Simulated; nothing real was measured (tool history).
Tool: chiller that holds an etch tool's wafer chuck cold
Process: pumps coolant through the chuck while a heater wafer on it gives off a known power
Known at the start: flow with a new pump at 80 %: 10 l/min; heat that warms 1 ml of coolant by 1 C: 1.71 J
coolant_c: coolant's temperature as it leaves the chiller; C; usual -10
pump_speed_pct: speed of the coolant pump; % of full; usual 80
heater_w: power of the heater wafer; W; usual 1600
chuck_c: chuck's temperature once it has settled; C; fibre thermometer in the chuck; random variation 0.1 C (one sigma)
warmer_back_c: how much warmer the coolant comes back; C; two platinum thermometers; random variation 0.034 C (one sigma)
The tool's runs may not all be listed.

run	hour	coolant_c	pump_speed_pct	heater_w	chuck_c	warmer_back_c
1	0	-10	80	1600	3.5	5.97
2	94.1	-10	80	1600	3.6	6.07
3	226.3	-10	80	1600	3.6	6.01
4	336.7	-10	80	1600	3.9	6.09
# hour 351.1: chiller's thermometer calibrated
5	459.2	-10	80	1600	4.4	6.01
6	557.6	-10	80	1600	4.5	6.07
7	679	-10	80	1600	4.4	6.11
8	805.4	-10	80	1600	4.4	6.17
9	891.5	-10	80	1600	4.6	6.12
# hour 905.8: coolant pump overhauled
10	1021.9	-10	80	1600	4.8	6.28
11	1129.4	-7	94	1600	6.4	5.31
12	1210.6	-4	96	896	3.3	2.88
13	1296.6	-16	79	1694	0.1	6.83
14	1386.8	-16	79	1694	0.2	6.8
15	1470.5	-1	71	2387	23.7	10.85
16	1525.4	-17	94	1926	-0.6	6.43
17	1590.2	-13	60	1458	3.7	8.08
# hour 1729.3: coolant pump overhauled, once more
18	1729.3	-2	80	1143	7.9	3.97

Forecast run 19:
19	1844.4	-19	80	1117	?	?

{"run 19": {"chuck_c": -9.4, "warmer_back_c": 3.94}}
Without the tool's hidden state the same run would have given chuck_c -10.2 C, warmer_back_c 3.93 C.
